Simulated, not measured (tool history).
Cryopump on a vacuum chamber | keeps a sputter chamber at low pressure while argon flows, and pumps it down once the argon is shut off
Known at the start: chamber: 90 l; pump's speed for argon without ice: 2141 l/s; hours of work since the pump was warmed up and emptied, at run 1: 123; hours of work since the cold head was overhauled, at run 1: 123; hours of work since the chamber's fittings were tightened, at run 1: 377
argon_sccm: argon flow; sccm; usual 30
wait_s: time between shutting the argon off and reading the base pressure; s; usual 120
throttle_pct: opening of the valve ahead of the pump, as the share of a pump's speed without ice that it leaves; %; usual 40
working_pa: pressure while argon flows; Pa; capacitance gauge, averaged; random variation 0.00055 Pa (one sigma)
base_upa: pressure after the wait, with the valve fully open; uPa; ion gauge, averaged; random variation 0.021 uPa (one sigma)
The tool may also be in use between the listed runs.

run	hour	argon_sccm	wait_s	throttle_pct	hours of work since the pump was warmed up and emptied	hours of work since the cold head was overhauled	hours of work since the chamber's fittings were tightened	working_pa	base_upa
1	0	30	120	40	123	123	377	0.0611	0.45
2	23.6	30	120	41	138	138	391	0.0598	0.46
3	48.3	30	120	40	153	153	406	0.061	0.48
4	66	30	120	40	163	163	417	0.0614	0.46
5	95.8	19	120	40	181	181	435	0.0389	0.48
6	108.8	19	120	40	189	189	443	0.039	0.49
7	139.5	30	58	26	208	208	461	0.0931	0.74
8	159.5	30	58	26	220	220	473	0.0926	0.74
9	177.8	19	274	30	231	231	485	0.0516	0.36
10	201	19	274	30	245	245	499	0.0513	0.31

Forecast each of these 3 alternatives for the next run:
A	224.4	12	120	40	259	259	513	?	?
B	224.4	26	45	43	259	259	513	?	?
C	224.4	30	158	15	259	259	513	?	?

run	working_pa	base_upa
A	0.025	0.53
B	0.0504	0.96
C	0.161	0.47
Without the tool's hidden state the same runs would have given:
run	working_pa	base_upa
A	0.0238	0.43
B	0.0478	0.86
C	0.1581	0.37
